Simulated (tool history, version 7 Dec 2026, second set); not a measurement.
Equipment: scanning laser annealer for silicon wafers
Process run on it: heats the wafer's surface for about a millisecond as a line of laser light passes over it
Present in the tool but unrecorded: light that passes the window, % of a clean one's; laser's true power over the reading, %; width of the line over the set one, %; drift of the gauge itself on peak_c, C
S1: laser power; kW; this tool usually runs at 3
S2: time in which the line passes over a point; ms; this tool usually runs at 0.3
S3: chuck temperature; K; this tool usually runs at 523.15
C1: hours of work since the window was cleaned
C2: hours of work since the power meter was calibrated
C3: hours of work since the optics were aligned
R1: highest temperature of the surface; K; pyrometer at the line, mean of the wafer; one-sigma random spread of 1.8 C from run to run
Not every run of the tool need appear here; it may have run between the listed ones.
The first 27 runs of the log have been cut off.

| run | hour | S1 | S2 | S3 | C1 | C2 | C3 | R1 |
|---|---|---|---|---|---|---|---|---|
| 28 | 1017.4 | 3 | 0.293 | 515.15 | 488 | 977 | 928 | 1287.15 |
| 29 | 1042.2 | 3.196 | 0.3 | 523.15 | 500 | 989 | 940 | 1349.15 |
| 30 | 1089.5 | 2.747 | 0.289 | 523.15 | 523 | 1012 | 963 | 1224.15 |
| 31 | 1116.2 | 2.996 | 0.256 | 553.15 | 536 | 1024 | 976 | 1276.15 |
| 32 | 1140.8 | 2.996 | 0.256 | 553.15 | 547 | 1036 | 987 | 1275.15 |
|  | 1155 | window over the wafer cleaned |
|  | 1183.1 | optics aligned, line set to its width |
| 33 | 1199.7 | 3.276 | 0.379 | 523.15 | 19 | 1061 | 8 | 1513.15 |
| 34 | 1253.4 | 2.685 | 0.322 | 523.15 | 45 | 1087 | 34 | 1278.15 |
| 35 | 1285.5 | 3 | 0.291 | 523.15 | 60 | 1102 | 49 | 1321.15 |
| 36 | 1312.7 | 2.789 | 0.288 | 523.15 | 73 | 1115 | 62 | 1262.15 |
| 37 | 1359.1 | 2.848 | 0.288 | 523.15 | 96 | 1138 | 84 | 1276.15 |
| 38 | 1410.8 | 2.771 | 0.33 | 502.15 | 120 | 1162 | 109 | 1283.15 |
| 39 | 1465.1 | 2.771 | 0.33 | 502.15 | 146 | 1188 | 135 | 1283.15 |
| 40 | 1517 | 2.771 | 0.33 | 502.15 | 171 | 1213 | 160 | 1276.15 |

Here are 5 independent what-if runs from the current tool condition. What would each one return?
| A | 1549 | 3.166 | 0.261 | 506.15 | 187 | 1229 | 176 | ? |
| B | 1549 | 3.153 | 0.3 | 523.15 | 187 | 1229 | 176 | ? |
| C | 1549 | 3.006 | 0.3 | 523.15 | 187 | 1229 | 176 | ? |
| D | 1549 | 2.788 | 0.237 | 502.15 | 187 | 1229 | 176 | ? |
| E | 1549 | 3 | 0.262 | 523.15 | 187 | 1229 | 176 | ? |

| run | R1 |
|---|---|
| A | 1292.15 |
| B | 1363.15 |
| C | 1323.15 |
| D | 1165.15 |
| E | 1275.15 |
Take away the tool's hidden state, keep each run's random variation, and the runs would have read:
| run | R1 |
|---|---|
| A | 1314.15 |
| B | 1386.15 |
| C | 1346.15 |
| D | 1184.15 |
| E | 1296.15 |

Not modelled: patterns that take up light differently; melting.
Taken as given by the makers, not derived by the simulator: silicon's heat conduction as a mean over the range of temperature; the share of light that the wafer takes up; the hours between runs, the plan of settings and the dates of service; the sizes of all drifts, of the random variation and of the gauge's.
